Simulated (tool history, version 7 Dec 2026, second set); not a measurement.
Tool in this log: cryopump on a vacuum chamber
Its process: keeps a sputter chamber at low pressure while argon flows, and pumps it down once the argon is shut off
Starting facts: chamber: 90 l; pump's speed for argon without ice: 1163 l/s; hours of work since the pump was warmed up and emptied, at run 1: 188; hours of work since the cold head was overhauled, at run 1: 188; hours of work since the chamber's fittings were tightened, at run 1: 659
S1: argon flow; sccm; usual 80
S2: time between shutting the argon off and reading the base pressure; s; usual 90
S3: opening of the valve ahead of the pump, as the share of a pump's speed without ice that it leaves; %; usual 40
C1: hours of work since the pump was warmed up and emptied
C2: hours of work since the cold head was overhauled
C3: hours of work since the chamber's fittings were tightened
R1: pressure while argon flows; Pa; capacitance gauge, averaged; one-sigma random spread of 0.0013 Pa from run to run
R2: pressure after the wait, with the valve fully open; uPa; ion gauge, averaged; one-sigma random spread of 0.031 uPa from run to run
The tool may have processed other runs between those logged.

run   hour   S1   S2  S3   C1   C2   C3      R1    R2
  1      0   80   90  40  188  188  659  0.3027   2.3
  2   17.4   80   90  40  195  195  666  0.3018  2.34
  3   45.4   80   90  40  206  206  678  0.3041   2.3
  4   71.8   80   90  40  217  217  688  0.3028  2.29
  5   92.6  158   90  40  226  226  697  0.6003  2.39
  6  107.8  158   90  40  232  232  703     0.6  2.36
  7  132.5  158   90  40  242  242  713   0.601  2.44
  8  153.6   80   31  40  251  251  722  0.3049  4.76
  9  183.6   80   31  40  263  263  734  0.3048  4.94
 10  212.4   97   31  40  275  275  746  0.3742  4.91
 11  232.9   97   31  40  283  283  755  0.3729  4.84
 12    261   97   31  40  295  295  766  0.3721   4.9
 13  283.9   97   31  40  304  304  776  0.3757  4.89
 14  296.6   97   31  40  310  310  781  0.3764  4.89
 15  314.6   97   31  40  317  317  788   0.377  4.83
 16    343   97   31  40  329  329  800  0.3758  4.92
 17    356   97   31  40  334  334  805  0.3812  4.98
 18  375.9   97   31  40  342  342  813  0.3746  4.86
 19  397.3   59  298  34  351  351  822  0.2674  1.55
 20  425.8   76  116  30  363  363  834  0.3905   2.2
 21  441.6   76  116  30  369  369  840  0.3873  2.23
 22  454.1  108   90  31  374  374  846  0.5389   2.6
 23  469.4  108   90  31  381  381  852  0.5355  2.56
 24  488.9  108   90  31  389  389  860  0.5375  2.64
 25  518.5  108   22  57  401  401  872  0.3095  6.81

The next listed run, before its measurement:
 26  548.1  108  22  57  413  413  884   ?   ?

Logged for run 26: R1 0.3079 Pa, R2 6.81 uPa.
On a tool with no hidden condition, and with the same random variation, this run would have come out at R1 0.274 Pa, R2 5.68 uPa.
